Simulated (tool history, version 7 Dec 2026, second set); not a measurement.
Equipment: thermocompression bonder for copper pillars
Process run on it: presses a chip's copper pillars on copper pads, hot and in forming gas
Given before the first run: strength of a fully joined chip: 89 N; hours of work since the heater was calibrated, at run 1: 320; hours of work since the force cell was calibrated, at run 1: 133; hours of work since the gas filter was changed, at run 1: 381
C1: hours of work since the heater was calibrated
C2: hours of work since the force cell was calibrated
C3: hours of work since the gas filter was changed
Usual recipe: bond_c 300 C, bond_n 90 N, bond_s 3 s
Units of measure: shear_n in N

run 1 day=0 | bond_c=300 bond_n=90 bond_s=3 | C1=320 C2=133 C3=381 | shear_n=28.4
run 2 day=0.667 | bond_c=300 bond_n=90 bond_s=3 | C1=327 C2=140 C3=388 | shear_n=28.9
run 3 day=0.983 | bond_c=300 bond_n=90 bond_s=3 | C1=330 C2=143 C3=391 | shear_n=27.6
run 4 day=1.638 | bond_c=300 bond_n=79 bond_s=3 | C1=337 C2=150 C3=398 | shear_n=26.2
run 5 day=1.946 | bond_c=300 bond_n=90 bond_s=2 | C1=341 C2=153 C3=401 | shear_n=24.2
run 6 day=2.329 | bond_c=300 bond_n=90 bond_s=7 | C1=345 C2=157 C3=405 | shear_n=39.8
run 7 day=2.996 | bond_c=300 bond_n=90 bond_s=7 | C1=352 C2=165 C3=413 | shear_n=38.6
run 8 day=3.525 | bond_c=300 bond_n=72 bond_s=3 | C1=357 C2=170 C3=418 | shear_n=23.9
-- day=3.767 forming gas filter changed
run 9 day=4.046 | bond_c=300 bond_n=72 bond_s=3 | C1=363 C2=175 C3=3 | shear_n=28.3
run 10 day=4.533 | bond_c=300 bond_n=72 bond_s=3 | C1=368 C2=181 C3=8 | shear_n=27.8
run 11 day=5.2 | bond_c=300 bond_n=72 bond_s=3 | C1=375 C2=188 C3=15 | shear_n=27.5
run 12 day=5.65 | bond_c=300 bond_n=72 bond_s=3 | C1=380 C2=192 C3=20 | shear_n=26.7
run 13 day=6.238 | bond_c=300 bond_n=72 bond_s=3 | C1=386 C2=199 C3=26 | shear_n=27.4
run 14 day=6.883 | bond_c=300 bond_n=90 bond_s=3 | C1=393 C2=205 C3=33 | shear_n=31.2
run 15 day=7.562 | bond_c=300 bond_n=90 bond_s=2 | C1=400 C2=213 C3=40 | shear_n=27
run 16 day=8.05 | bond_c=300 bond_n=80 bond_s=3 | C1=405 C2=218 C3=45 | shear_n=29.2
run 17 day=8.508 | bond_c=300 bond_n=90 bond_s=2 | C1=410 C2=223 C3=50 | shear_n=27
run 18 day=9.238 | bond_c=300 bond_n=90 bond_s=2 | C1=418 C2=230 C3=58 | shear_n=26.9
run 19 day=9.758 | bond_c=309 bond_n=90 bond_s=2 | C1=423 C2=236 C3=63 | shear_n=29.4
run 20 day=10.483 | bond_c=309 bond_n=90 bond_s=2 | C1=431 C2=244 C3=71 | shear_n=29.8
run 21 day=11.146 | bond_c=309 bond_n=90 bond_s=2 | C1=438 C2=251 C3=78 | shear_n=28.2
run 22 day=11.721 | bond_c=300 bond_n=84 bond_s=5 | C1=444 C2=257 C3=84 | shear_n=35.8
run 23 day=12.112 | bond_c=325 bond_n=84 bond_s=8 | C1=448 C2=261 C3=88 | shear_n=51.7
run 24 day=12.842 | bond_c=325 bond_n=84 bond_s=8 | C1=456 C2=269 C3=96 | shear_n=51.1
run 25 day=13.408 | bond_c=303 bond_n=95 bond_s=3 | C1=462 C2=274 C3=102 | shear_n=32.7
run 26 day=14.108 | bond_c=303 bond_n=95 bond_s=3 | C1=469 C2=282 C3=109 | shear_n=33.1
run 27 day=14.721 | bond_c=325 bond_n=92 bond_s=3 | C1=476 C2=288 C3=116 | shear_n=38
run 28 day=15.054 | bond_c=270 bond_n=92 bond_s=3 | C1=479 C2=292 C3=119 | shear_n=23.5
run 29 day=15.45 | bond_c=311 bond_n=90 bond_s=3 | C1=483 C2=296 C3=124 | shear_n=33.4
run 30 day=16.15 | bond_c=300 bond_n=65 bond_s=5 | C1=491 C2=303 C3=131 | shear_n=31
run 31 day=16.579 | bond_c=312 bond_n=134 bond_s=2 | C1=495 C2=308 C3=136 | shear_n=36.2
run 32 day=16.9 | bond_c=312 bond_n=90 bond_s=8 | C1=499 C2=311 C3=139 | shear_n=47.1
run 33 day=17.467 | bond_c=312 bond_n=90 bond_s=8 | C1=505 C2=317 C3=145 | shear_n=48.4
run 34 day=17.988 | bond_c=325 bond_n=59 bond_s=8 | C1=510 C2=323 C3=150 | shear_n=42.5
run 35 day=18.325 | bond_c=325 bond_n=59 bond_s=8 | C1=514 C2=327 C3=154 | shear_n=42.6
run 36 day=18.896 | bond_c=284 bond_n=59 bond_s=8 | C1=520 C2=333 C3=160 | shear_n=30
run 37 day=19.546 | bond_c=278 bond_n=86 bond_s=7 | C1=527 C2=339 C3=167 | shear_n=33.3
run 38 day=20.071 | bond_c=299 bond_n=76 bond_s=3 | C1=532 C2=345 C3=173 | shear_n=27.6
run 39 day=20.538 | bond_c=293 bond_n=77 bond_s=3 | C1=537 C2=350 C3=178 | shear_n=25.5
run 40 day=21.246 | bond_c=293 bond_n=77 bond_s=3 | C1=545 C2=357 C3=185 | shear_n=25.4

Branching from run 40: 4 alternative next runs. What would each branch give?
run A day=21.608 | bond_c=299 bond_n=76 bond_s=4 | C1=549 C2=361 C3=189 | shear_n=?
run B day=21.608 | bond_c=277 bond_n=90 bond_s=2 | C1=549 C2=361 C3=189 | shear_n=?
run C day=21.608 | bond_c=300 bond_n=83 bond_s=3 | C1=549 C2=361 C3=189 | shear_n=?
run D day=21.608 | bond_c=300 bond_n=98 bond_s=4 | C1=549 C2=361 C3=189 | shear_n=?

run=A shear_n=29.7
run=B shear_n=19.8
run=C shear_n=28.2
run=D shear_n=35.5
Stripped of hidden state, with their random variation kept, the same runs would have yielded:
run=A shear_n=32.4
run=B shear_n=21.7
run=C shear_n=30.8
run=D shear_n=38.6
